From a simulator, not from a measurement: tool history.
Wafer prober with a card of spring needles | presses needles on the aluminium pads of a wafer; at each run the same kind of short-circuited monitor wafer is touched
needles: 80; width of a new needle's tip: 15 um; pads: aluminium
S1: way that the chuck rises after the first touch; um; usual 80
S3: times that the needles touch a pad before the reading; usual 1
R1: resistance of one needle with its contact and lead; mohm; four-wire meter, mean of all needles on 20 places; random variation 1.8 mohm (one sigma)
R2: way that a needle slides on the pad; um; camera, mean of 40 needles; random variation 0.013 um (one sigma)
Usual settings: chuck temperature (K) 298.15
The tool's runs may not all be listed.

run 1 hour=0 | S1=80 chuck_temperature_(K)=298.15 S3=1 | R1=233 R2=14.7
run 2 hour=15.4 | S1=87 chuck_temperature_(K)=298.15 S3=1 | R1=229 R2=15.99
run 3 hour=33.4 | S1=87 chuck_temperature_(K)=298.15 S3=1 | R1=226 R2=15.98
run 4 hour=49.8 | S1=80 chuck_temperature_(K)=298.15 S3=1 | R1=222 R2=14.67
run 5 hour=71.2 | S1=80 chuck_temperature_(K)=298.15 S3=1 | R1=221 R2=14.64
run 6 hour=84.2 | S1=80 chuck_temperature_(K)=298.15 S3=1 | R1=235 R2=14.64
run 7 hour=100.7 | S1=80 chuck_temperature_(K)=298.15 S3=1 | R1=231 R2=14.67
run 8 hour=118.5 | S1=80 chuck_temperature_(K)=298.15 S3=1 | R1=227 R2=14.72
run 9 hour=134.9 | S1=80 chuck_temperature_(K)=298.15 S3=1 | R1=218 R2=14.73
run 10 hour=146.4 | S1=80 chuck_temperature_(K)=298.15 S3=1 | R1=230 R2=14.72
run 11 hour=169 | S1=80 chuck_temperature_(K)=383.15 S3=1 | R1=249 R2=14.71
run 12 hour=182.9 | S1=84 chuck_temperature_(K)=314.15 S3=2 | R1=217 R2=15.46
run 13 hour=193 | S1=84 chuck_temperature_(K)=314.15 S3=2 | R1=219 R2=15.46
run 14 hour=211.2 | S1=84 chuck_temperature_(K)=314.15 S3=2 | R1=221 R2=15.43
run 15 hour=231.8 | S1=84 chuck_temperature_(K)=314.15 S3=1 | R1=231 R2=15.43
run 16 hour=247.2 | S1=87 chuck_temperature_(K)=298.15 S3=1 | R1=227 R2=15.98

Taken out of this log: 13 entries between the listed runs. Where each belongs, and how the hidden state differs across it:
Between runs 1 and 2: tips cleaned on abrasive film (hour 3)
  debris on the tips, nm: 93.7 -> 91.6; way that the needles fall short of the set height, um: 0.25 -> 0.31; tips' diameter, um: 15.65 -> 15.67
  measured less the result without the state, R1: +42 -> +36 mohm; R2: -0.05 -> -0.06 um
Between runs 2 and 3: tips cleaned on abrasive film (hour 25.2)
  debris on the tips, nm: 91.6 -> 86.8; way that the needles fall short of the set height, um: 0.31 -> 0.38; tips' diameter, um: 15.67 -> 15.69
  measured less the result without the state, R1: +36 -> +34 mohm; R2: -0.06 -> -0.07 um
Between runs 3 and 4: tips cleaned on abrasive film (hour 46.6)
  debris on the tips, nm: 86.8 -> 58.1; way that the needles fall short of the set height, um: 0.38 -> 0.43; tips' diameter, um: 15.69 -> 15.71
  measured less the result without the state, R1: +34 -> +27 mohm; R2: -0.07 -> -0.08 um
Between runs 4 and 5: tips cleaned on abrasive film (hour 67.8)
  debris on the tips, nm: 58.1 -> 61.9; way that the needles fall short of the set height, um: 0.43 -> 0.51; tips' diameter, um: 15.71 -> 15.74
  measured less the result without the state, R1: +27 -> +29 mohm; R2: -0.08 -> -0.1 um
Between runs 6 and 7: tips cleaned on abrasive film (hour 88.4)
  debris on the tips, nm: 93.9 -> 91.8; way that the needles fall short of the set height, um: 0.51 -> 0.57; tips' diameter, um: 15.74 -> 15.76
  measured less the result without the state, R1: +43 -> +41 mohm; R2: -0.09 -> -0.1 um
Between runs 7 and 8: tips cleaned on abrasive film (hour 109.8); height of the first contact set anew (hour 116.8)
  debris on the tips, nm: 91.8 -> 83.8; way that the needles fall short of the set height, um: 0.57 -> 0; tips' diameter, um: 15.76 -> 15.79
  measured less the result without the state, R1: +41 -> +37 mohm; R2: -0.1 -> +0 um
Between runs 8 and 9: tips cleaned on abrasive film (hour 130.9)
  debris on the tips, nm: 83.8 -> 64.9; way that the needles fall short of the set height, um: 0 -> 0.04; tips' diameter, um: 15.79 -> 15.8
  measured less the result without the state, R1: +37 -> +29 mohm; R2: +0 -> -0.01 um
Between runs 10 and 11: tips cleaned on abrasive film (hour 151.8)
  debris on the tips, nm: 93.9 -> 94.3; way that the needles fall short of the set height, um: 0.04 -> 0.1; tips' diameter, um: 15.8 -> 15.82
  measured less the result without the state, R1: +42 -> +38 mohm; R2: -0.01 -> -0.01 um
Between runs 11 and 12: tips cleaned on abrasive film (hour 173.2)
  debris on the tips, nm: 94.3 -> 89.1; way that the needles fall short of the set height, um: 0.1 -> 0.17; tips' diameter, um: 15.82 -> 15.85
  measured less the result without the state, R1: +38 -> +22 mohm; R2: -0.01 -> -0.03 um
Between runs 13 and 14: tips cleaned on abrasive film (hour 195)
  debris on the tips, nm: 94.6 -> 94.1; way that the needles fall short of the set height, um: 0.17 -> 0.24; tips' diameter, um: 15.85 -> 15.87
  measured less the result without the state, R1: +23 -> +24 mohm; R2: -0.03 -> -0.04 um
Between runs 14 and 15: tips cleaned on abrasive film (hour 216)
  debris on the tips, nm: 94.1 -> 93.8; way that the needles fall short of the set height, um: 0.24 -> 0.3; tips' diameter, um: 15.87 -> 15.89
  measured less the result without the state, R1: +24 -> +38 mohm; R2: -0.04 -> -0.05 um
Between runs 15 and 16: tips cleaned on abrasive film (hour 237.5)
  debris on the tips, nm: 93.8 -> 87.9; way that the needles fall short of the set height, um: 0.3 -> 0.36; tips' diameter, um: 15.89 -> 15.91
  measured less the result without the state, R1: +38 -> +35 mohm; R2: -0.05 -> -0.07 um
